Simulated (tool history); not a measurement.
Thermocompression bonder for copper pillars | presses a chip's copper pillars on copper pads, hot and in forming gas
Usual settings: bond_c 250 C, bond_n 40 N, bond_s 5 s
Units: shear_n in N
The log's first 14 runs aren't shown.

| run | hour | bond_c | bond_n | bond_s | hours of work since the heater was calibrated | hours of work since the force cell was calibrated | hours of work since the gas filter was changed | shear_n |
|---|---|---|---|---|---|---|---|---|
|  | 345.8 | heater calibrated with a thermocouple chip |
| 15 | 372.6 | 225 | 33 | 5 | 21 | 391 | 127 | 37.9 |
| 16 | 411.6 | 225 | 33 | 5 | 53 | 422 | 158 | 38.2 |
| 17 | 433.6 | 225 | 30 | 5 | 70 | 440 | 175 | 34.1 |
| 18 | 466.8 | 225 | 30 | 5 | 97 | 466 | 202 | 32.3 |
| 19 | 490.8 | 250 | 40 | 5 | 116 | 486 | 221 | 65.5 |
| 20 | 511.0 | 265 | 40 | 5 | 132 | 502 | 237 | 76.0 |
| 21 | 536.7 | 235 | 40 | 4 | 153 | 522 | 258 | 50.8 |
|  | 545.6 | forming gas filter changed |
| 22 | 575.8 | 273 | 25 | 4 | 183 | 553 | 24 | 52.5 |
| 23 | 598.0 | 250 | 40 | 5 | 201 | 571 | 42 | 72.8 |
| 24 | 628.1 | 250 | 40 | 10 | 225 | 595 | 66 | 88.0 |
| 25 | 667.6 | 222 | 40 | 12 | 257 | 626 | 98 | 68.2 |
| 26 | 705.0 | 236 | 36 | 4 | 287 | 656 | 127 | 47.1 |
| 27 | 742.1 | 236 | 36 | 4 | 317 | 686 | 157 | 47.3 |
| 28 | 771.7 | 250 | 40 | 5 | 340 | 710 | 181 | 69.2 |
| 29 | 789.1 | 256 | 39 | 5 | 354 | 724 | 195 | 70.7 |
| 30 | 805.3 | 270 | 40 | 14 | 367 | 737 | 208 | 108.3 |
| 31 | 825.3 | 253 | 40 | 8 | 383 | 753 | 224 | 83.6 |
| 32 | 854.0 | 241 | 55 | 9 | 406 | 776 | 247 | 99.5 |
| 33 | 874.2 | 241 | 55 | 9 | 422 | 792 | 263 | 96.7 |
|  | 877.8 | forming gas filter changed |
| 34 | 900.0 | 243 | 25 | 5 | 442 | 812 | 18 | 40.4 |
| 35 | 928.2 | 246 | 49 | 5 | 465 | 835 | 40 | 88.3 |
| 36 | 965.9 | 234 | 40 | 3 | 495 | 865 | 70 | 51.6 |
| 37 | 1005.1 | 234 | 40 | 3 | 526 | 896 | 102 | 50.0 |
| 38 | 1029.0 | 272 | 40 | 5 | 546 | 915 | 121 | 91.8 |
| 39 | 1058.9 | 246 | 34 | 7 | 569 | 939 | 145 | 67.0 |

Forecast each of these 5 alternatives for the next run:
| A | 1081.7 | 242 | 52 | 5 | 588 | 957 | 163 | ? |
| B | 1081.7 | 242 | 58 | 10 | 588 | 957 | 163 | ? |
| C | 1081.7 | 272 | 40 | 6 | 588 | 957 | 163 | ? |
| D | 1081.7 | 244 | 34 | 10 | 588 | 957 | 163 | ? |
| E | 1081.7 | 239 | 34 | 6 | 588 | 957 | 163 | ? |

| run | shear_n |
|---|---|
| A | 86.1 |
| B | 110.5 |
| C | 93.6 |
| D | 72.9 |
| E | 58.2 |
Without the tool's hidden state the same runs would have given:
| run | shear_n |
|---|---|
| A | 80.7 |
| B | 107.7 |
| C | 89.7 |
| D | 67.5 |
| E | 52.9 |

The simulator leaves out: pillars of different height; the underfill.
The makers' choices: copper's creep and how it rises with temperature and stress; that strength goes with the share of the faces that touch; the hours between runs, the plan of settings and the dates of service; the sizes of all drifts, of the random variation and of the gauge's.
